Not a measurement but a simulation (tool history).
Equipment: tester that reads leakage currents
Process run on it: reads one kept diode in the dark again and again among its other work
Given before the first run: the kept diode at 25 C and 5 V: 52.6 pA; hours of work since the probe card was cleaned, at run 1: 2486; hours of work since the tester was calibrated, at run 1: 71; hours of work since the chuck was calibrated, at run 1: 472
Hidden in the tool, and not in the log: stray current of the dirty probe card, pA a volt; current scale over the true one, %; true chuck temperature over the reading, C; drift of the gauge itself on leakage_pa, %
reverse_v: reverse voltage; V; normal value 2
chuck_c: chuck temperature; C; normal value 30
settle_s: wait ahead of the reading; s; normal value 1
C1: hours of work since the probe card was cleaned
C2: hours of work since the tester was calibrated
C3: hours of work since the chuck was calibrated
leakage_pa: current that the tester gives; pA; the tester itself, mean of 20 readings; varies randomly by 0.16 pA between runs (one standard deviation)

Run 1, hour 0: usual settings; C1 2486; C2 71; C3 472. Result: leakage_pa 53.85 pA.
Run 2, hour 24.3: usual settings; C1 2502; C2 87; C3 487. Result: leakage_pa 54.36 pA.
Run 3, hour 52.7: usual settings but chuck_c 23 C; C1 2520; C2 105; C3 506. Result: leakage_pa 31.43 pA.
Run 4, hour 69.3: usual settings but chuck_c 23 C; C1 2531; C2 116; C3 516. Result: leakage_pa 31.6 pA.
Run 5, hour 107.3: usual settings but reverse_v 1.19 V; C1 2555; C2 140; C3 541. Result: leakage_pa 40.06 pA.
Run 6, hour 147.7: usual settings but reverse_v 1.19 V; C1 2581; C2 166; C3 567. Result: leakage_pa 40.33 pA.
At hour 174.2: probe card cleaned and baked.
Run 7, hour 180.2: usual settings but settle_s 0.55 s; C1 4; C2 185; C3 586. Result: leakage_pa 50.91 pA.
Run 8, hour 205.4: usual settings but settle_s 0.55 s; C1 20; C2 202; C3 602. Result: leakage_pa 51.02 pA.
Run 9, hour 245.5: usual settings but chuck_c 25 C; C1 46; C2 228; C3 628. Result: leakage_pa 33.04 pA.
Run 10, hour 279.9: usual settings but chuck_c 25 C; C1 68; C2 250; C3 651. Result: leakage_pa 33.03 pA.
Run 11, hour 308.1: usual settings; C1 87; C2 268; C3 669. Result: leakage_pa 51.01 pA.
At hour 314: tester calibrated.
Run 12, hour 333.5: usual settings; C1 102; C2 13; C3 684. Result: leakage_pa 50.76 pA.
Run 13, hour 373.8: usual settings; C1 128; C2 39; C3 710. Result: leakage_pa 51.04 pA.
Run 14, hour 397.3: usual settings; C1 143; C2 54; C3 725. Result: leakage_pa 51.08 pA.
Run 15, hour 435.9: usual settings; C1 168; C2 79; C3 750. Result: leakage_pa 51.31 pA.
Run 16, hour 469: usual settings but chuck_c 39 C; C1 189; C2 100; C3 772. Result: leakage_pa 107.11 pA.
At hour 480.4: tester calibrated, once more.
Run 17, hour 499.1: usual settings but chuck_c 39 C; C1 207; C2 12; C3 790. Result: leakage_pa 107.47 pA.
Run 18, hour 532.1: usual settings but chuck_c 39 C; C1 229; C2 33; C3 811. Result: leakage_pa 107.34 pA.
Run 19, hour 563.1: usual settings but chuck_c 31 C; C1 249; C2 53; C3 831. Result: leakage_pa 56.12 pA.
Run 20, hour 587.3: usual settings but chuck_c 31 C; C1 264; C2 69; C3 847. Result: leakage_pa 56.1 pA.
Run 21, hour 611.8: usual settings but reverse_v 8.84 V, chuck_c 42 C, settle_s 0.35 s; C1 280; C2 85; C3 862. Result: leakage_pa 314.65 pA.
Run 22, hour 646.9: usual settings but reverse_v 8.34 V, chuck_c 42 C, settle_s 9.06 s; C1 303; C2 108; C3 885. Result: leakage_pa 298.27 pA.
Run 23, hour 677.5: usual settings but reverse_v 2.73 V, chuck_c 25 C, settle_s 4.96 s; C1 323; C2 127; C3 905. Result: leakage_pa 40.03 pA.
Run 24, hour 701.3: usual settings but reverse_v 1.65 V, chuck_c 52 C, settle_s 8.86 s; C1 338; C2 143; C3 920. Result: leakage_pa 264.44 pA.
Run 25, hour 725.9: usual settings but reverse_v 5.37 V; C1 354; C2 159; C3 936. Result: leakage_pa 89.84 pA.
Run 26, hour 751: usual settings but chuck_c 45 C, settle_s 0.41 s; C1 370; C2 175; C3 952. Result: leakage_pa 173.77 pA.
Run 27, hour 769.1: usual settings but chuck_c 45 C, settle_s 0.41 s; C1 382; C2 187; C3 964. Result: leakage_pa 174.45 pA.
Run 28, hour 794.4: usual settings but chuck_c 45 C, settle_s 0.41 s; C1 398; C2 203; C3 980. Result: leakage_pa 173.71 pA.
Run 29, hour 831.8: usual settings but chuck_c 45 C, settle_s 0.41 s; C1 422; C2 227; C3 1005. Result: leakage_pa 174.47 pA.
Run 30, hour 855.1: usual settings but reverse_v 17.04 V, chuck_c 54 C, settle_s 3.37 s; C1 437; C2 242; C3 1020. Result: leakage_pa 1103.17 pA.
Run 31, hour 886.1: usual settings but reverse_v 16.35 V, settle_s 5.18 s; C1 457; C2 262; C3 1040. Result: leakage_pa 167.49 pA.
Run 32, hour 923.8: usual settings but reverse_v 16.35 V, settle_s 5.18 s; C1 482; C2 286; C3 1064. Result: leakage_pa 167.61 pA.
Run 33, hour 951.4: usual settings but reverse_v 16.35 V, settle_s 5.18 s; C1 500; C2 304; C3 1082. Result: leakage_pa 167.79 pA.
Run 34, hour 979.9: usual settings but reverse_v 16.35 V, settle_s 5.18 s; C1 518; C2 323; C3 1100. Result: leakage_pa 167.27 pA.
Run 35, hour 1002.3: usual settings but reverse_v 13.33 V, chuck_c 29 C, settle_s 1.47 s; C1 532; C2 337; C3 1115. Result: leakage_pa 140.46 pA.
Run 36, hour 1022.8: usual settings but reverse_v 1.17 V, chuck_c 60 C; C1 546; C2 350; C3 1128. Result: leakage_pa 394.09 pA.
Run 37, hour 1046.7: usual settings but reverse_v 7.84 V, chuck_c 43 C, settle_s 3.08 s; C1 561; C2 366; C3 1143. Result: leakage_pa 315.63 pA.
Run 38, hour 1078.9: usual settings but reverse_v 14 V, chuck_c 22 C, settle_s 4.84 s; C1 582; C2 387; C3 1164. Result: leakage_pa 80.67 pA.
Run 39, hour 1101.6: usual settings but reverse_v 14 V, chuck_c 22 C, settle_s 4.84 s; C1 597; C2 401; C3 1179. Result: leakage_pa 81.13 pA.

Below are 5 alternative next runs, each starting from the tool's condition after run 39. Predict each:
Run A, hour 1132.6: usual settings but reverse_v 14 V, chuck_c 22 C, settle_s 9.74 s; C1 617; C2 421; C3 1199. Result: leakage_pa ?.
Run B, hour 1132.6: usual settings but reverse_v 8.09 V, settle_s 3.06 s; C1 617; C2 421; C3 1199. Result: leakage_pa ?.
Run C, hour 1132.6: usual settings but reverse_v 14 V, chuck_c 22 C, settle_s 6.03 s; C1 617; C2 421; C3 1199. Result: leakage_pa ?.
Run D, hour 1132.6: usual settings but reverse_v 4.36 V, settle_s 1.62 s; C1 617; C2 421; C3 1199. Result: leakage_pa ?.
Run E, hour 1132.6: usual settings but reverse_v 14 V, chuck_c 22 C, settle_s 0.97 s; C1 617; C2 421; C3 1199. Result: leakage_pa ?.

run  leakage_pa
  A       80.92
  B      114.79
  C       81.23
  D       81.95
  E        84.9
Had the tool no hidden state, the same runs would have come out as:
run  leakage_pa
  A       71.02
  B      106.58
  C       71.31
  D       76.78
  E       74.96
